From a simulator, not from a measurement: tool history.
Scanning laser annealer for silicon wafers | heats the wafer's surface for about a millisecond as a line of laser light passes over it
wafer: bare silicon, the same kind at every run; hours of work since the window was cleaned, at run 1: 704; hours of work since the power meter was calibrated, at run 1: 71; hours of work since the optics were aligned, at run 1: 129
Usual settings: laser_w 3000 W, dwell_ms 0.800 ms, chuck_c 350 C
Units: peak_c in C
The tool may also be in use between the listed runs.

| run | hour | laser_w | dwell_ms | chuck_c | hours of work since the window was cleaned | hours of work since the power meter was calibrated | hours of work since the optics were aligned | peak_c |
|---|---|---|---|---|---|---|---|---|
| 1 | 0.0 | 3000 | 0.800 | 350 | 704 | 71 | 129 | 1091 |
| 2 | 6.7 | 3000 | 0.800 | 381 | 709 | 76 | 134 | 1127 |
| 3 | 14.5 | 3000 | 0.800 | 381 | 714 | 81 | 139 | 1123 |
| 4 | 20.2 | 3000 | 0.800 | 380 | 718 | 85 | 143 | 1122 |
| 5 | 26.6 | 3000 | 0.800 | 380 | 722 | 89 | 147 | 1124 |
| 6 | 35.7 | 3000 | 0.800 | 380 | 728 | 95 | 153 | 1120 |
| 7 | 44.6 | 3000 | 0.800 | 380 | 735 | 102 | 159 | 1126 |
| 8 | 54.1 | 3000 | 0.800 | 380 | 741 | 108 | 166 | 1121 |
| 9 | 62.2 | 3000 | 0.800 | 350 | 747 | 114 | 171 | 1090 |
| 10 | 69.8 | 3000 | 0.800 | 350 | 752 | 119 | 177 | 1091 |
| 11 | 76.6 | 3000 | 0.800 | 360 | 756 | 123 | 181 | 1099 |
| 12 | 84.9 | 3000 | 0.611 | 360 | 762 | 129 | 187 | 1021 |
| 13 | 93.8 | 3000 | 0.611 | 360 | 768 | 135 | 193 | 1014 |
|  | 96.8 | window over the wafer cleaned |
| 14 | 105.8 | 3000 | 0.611 | 360 | 6 | 142 | 200 | 1004 |
| 15 | 111.4 | 2870 | 0.737 | 350 | 10 | 146 | 204 | 1018 |
| 16 | 116.7 | 2870 | 0.737 | 350 | 14 | 149 | 207 | 1017 |
| 17 | 122.2 | 2870 | 0.737 | 350 | 17 | 153 | 211 | 1014 |
|  | 132.9 | window over the wafer cleaned, once more |
| 18 | 132.9 | 2870 | 0.737 | 377 | 0 | 159 | 217 | 1090 |
| 19 | 138.8 | 3140 | 0.800 | 357 | 4 | 163 | 221 | 1172 |
| 20 | 147.4 | 3000 | 0.591 | 350 | 10 | 169 | 227 | 1028 |
| 21 | 156.5 | 3029 | 0.591 | 350 | 16 | 175 | 233 | 1038 |
| 22 | 162.8 | 3184 | 0.851 | 333 | 20 | 179 | 237 | 1180 |
| 23 | 174.0 | 2768 | 0.970 | 329 | 28 | 187 | 245 | 1101 |
| 24 | 184.4 | 2768 | 0.970 | 329 | 35 | 194 | 252 | 1101 |

4 ways to go on from here, each from the tool as it stands after run 24. What would each give?
| A | 189.2 | 3111 | 0.800 | 374 | 38 | 197 | 255 | ? |
| B | 189.2 | 3091 | 0.763 | 329 | 38 | 197 | 255 | ? |
| C | 189.2 | 2768 | 0.953 | 361 | 38 | 197 | 255 | ? |
| D | 189.2 | 3249 | 0.608 | 373 | 38 | 197 | 255 | ? |

| run | peak_c |
|---|---|
| A | 1180 |
| B | 1114 |
| C | 1123 |
| D | 1119 |
Without the tool's hidden state the same runs would have given:
| run | peak_c |
|---|---|
| A | 1185 |
| B | 1119 |
| C | 1128 |
| D | 1123 |

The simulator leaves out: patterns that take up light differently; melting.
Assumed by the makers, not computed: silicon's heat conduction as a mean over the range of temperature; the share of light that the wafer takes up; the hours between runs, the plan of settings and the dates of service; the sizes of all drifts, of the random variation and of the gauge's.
